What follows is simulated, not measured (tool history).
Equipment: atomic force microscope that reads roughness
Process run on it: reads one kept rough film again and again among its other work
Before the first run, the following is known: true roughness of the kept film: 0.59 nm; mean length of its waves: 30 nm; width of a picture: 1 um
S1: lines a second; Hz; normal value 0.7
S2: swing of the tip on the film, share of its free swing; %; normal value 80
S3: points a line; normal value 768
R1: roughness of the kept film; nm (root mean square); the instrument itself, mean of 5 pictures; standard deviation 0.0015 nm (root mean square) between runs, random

run,hour,S1,S2,S3,R1
1,0,0.7,80,768,0.534
2,9.5,0.7,80,768,0.551
3,18,0.7,80,768,0.546
4,27.3,0.7,80,768,0.543
5,34.9,0.7,80,768,0.538
6,40.3,0.7,80,380,0.531
7,50.8,0.7,80,380,0.544
8,57.2,2.682,59,271,0.536
9,66.7,2.682,59,271,0.533
10,73.5,2.682,59,271,0.529
11,84.9,0.7,56,969,0.551
12,96.6,0.7,76,939,0.551
13,105,0.7,76,939,0.545

Between the runs listed above, the log contained 4 entries, not reproduced here. Where in the sequence does each belong, and how does what the log doesn't record of the tool's condition differ from the listed run before to the listed run after?
Runs 1 to 2: new tip fitted (hour 7.8)
  radius of the tip, nm: 22.8 -> 10.7; height scale over the true one, %: 0.16 -> 0.17
  difference, measured minus the result without the unlogged condition, R1: -0.017 -> +0 nm (root mean square)
Runs 6 to 7: new tip fitted (hour 46.9)
  radius of the tip, nm: 22.2 -> 11.5; height scale over the true one, %: 0.19 -> 0.2
  difference, measured minus the result without the unlogged condition, R1: -0.016 -> -0.001 nm (root mean square)
Runs 7 to 8: height scale calibrated on a step standard (hour 52.6)
  radius of the tip, nm: 11.5 -> 13.6; height scale over the true one, %: 0.2 -> 0.27
  difference, measured minus the result without the unlogged condition, R1: -0.001 -> -0.004 nm (root mean square)
Runs 11 to 12: new tip fitted (hour 86.7)
  radius of the tip, nm: 23.3 -> 13.9; height scale over the true one, %: 0.29 -> 0.3
  difference, measured minus the result without the unlogged condition, R1: -0.017 -> -0.003 nm (root mean square)
